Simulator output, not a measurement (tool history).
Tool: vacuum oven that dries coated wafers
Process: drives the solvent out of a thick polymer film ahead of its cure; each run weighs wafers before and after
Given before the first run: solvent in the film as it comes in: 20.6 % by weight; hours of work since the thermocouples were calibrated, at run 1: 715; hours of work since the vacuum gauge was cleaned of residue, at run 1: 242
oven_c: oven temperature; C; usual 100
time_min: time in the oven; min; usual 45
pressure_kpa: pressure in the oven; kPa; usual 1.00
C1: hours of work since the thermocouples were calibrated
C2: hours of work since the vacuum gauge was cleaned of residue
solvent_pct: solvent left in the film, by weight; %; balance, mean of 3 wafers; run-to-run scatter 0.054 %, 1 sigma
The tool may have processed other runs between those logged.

Run 1, day 0.000: usual settings; C1 715; C2 242. Result: solvent_pct 2.14 %.
Run 2, day 1.000: usual settings but oven_c 110 C; C1 726; C2 253. Result: solvent_pct 0.77 %.
Run 3, day 2.175: usual settings but oven_c 110 C, time_min 31 min; C1 740; C2 267. Result: solvent_pct 1.10 %.
Run 4, day 3.246: usual settings but oven_c 110 C, time_min 31 min; C1 752; C2 279. Result: solvent_pct 1.20 %.
Run 5, day 5.121: usual settings but oven_c 110 C, time_min 31 min; C1 773; C2 301. Result: solvent_pct 1.19 %.
Run 6, day 6.546: usual settings but oven_c 111 C; C1 790; C2 317. Result: solvent_pct 0.72 %.
Run 7, day 8.000: usual settings but oven_c 105 C, pressure_kpa 2.07 kPa; C1 806; C2 334. Result: solvent_pct 2.22 %.
At day 8.221: oven's thermocouples calibrated.
Run 8, day 9.742: usual settings but oven_c 105 C, time_min 34 min, pressure_kpa 2.07 kPa; C1 17; C2 353. Result: solvent_pct 2.81 %.
Run 9, day 10.688: usual settings but oven_c 93 C, time_min 27 min; C1 28; C2 364. Result: solvent_pct 7.43 %.
Run 10, day 12.083: usual settings but oven_c 91 C, time_min 41 min, pressure_kpa 3.60 kPa; C1 44; C2 380. Result: solvent_pct 8.56 %.

Alternative continuations, all from the tool just after run 10; predict every row:
Run A, day 13.392: usual settings but time_min 75 min; C1 59; C2 395. Result: solvent_pct ?.
Run B, day 13.392: usual settings but oven_c 101 C, time_min 23 min, pressure_kpa 1.12 kPa; C1 59; C2 395. Result: solvent_pct ?.
Run C, day 13.392: usual settings but oven_c 104 C, time_min 46 min, pressure_kpa 0.73 kPa; C1 59; C2 395. Result: solvent_pct ?.

run  solvent_pct
  A         1.26
  B         4.97
  C         1.18
Stripped of hidden state, with their random variation kept, the same runs would have yielded:
run  solvent_pct
  A         1.07
  B         4.55
  C         0.99

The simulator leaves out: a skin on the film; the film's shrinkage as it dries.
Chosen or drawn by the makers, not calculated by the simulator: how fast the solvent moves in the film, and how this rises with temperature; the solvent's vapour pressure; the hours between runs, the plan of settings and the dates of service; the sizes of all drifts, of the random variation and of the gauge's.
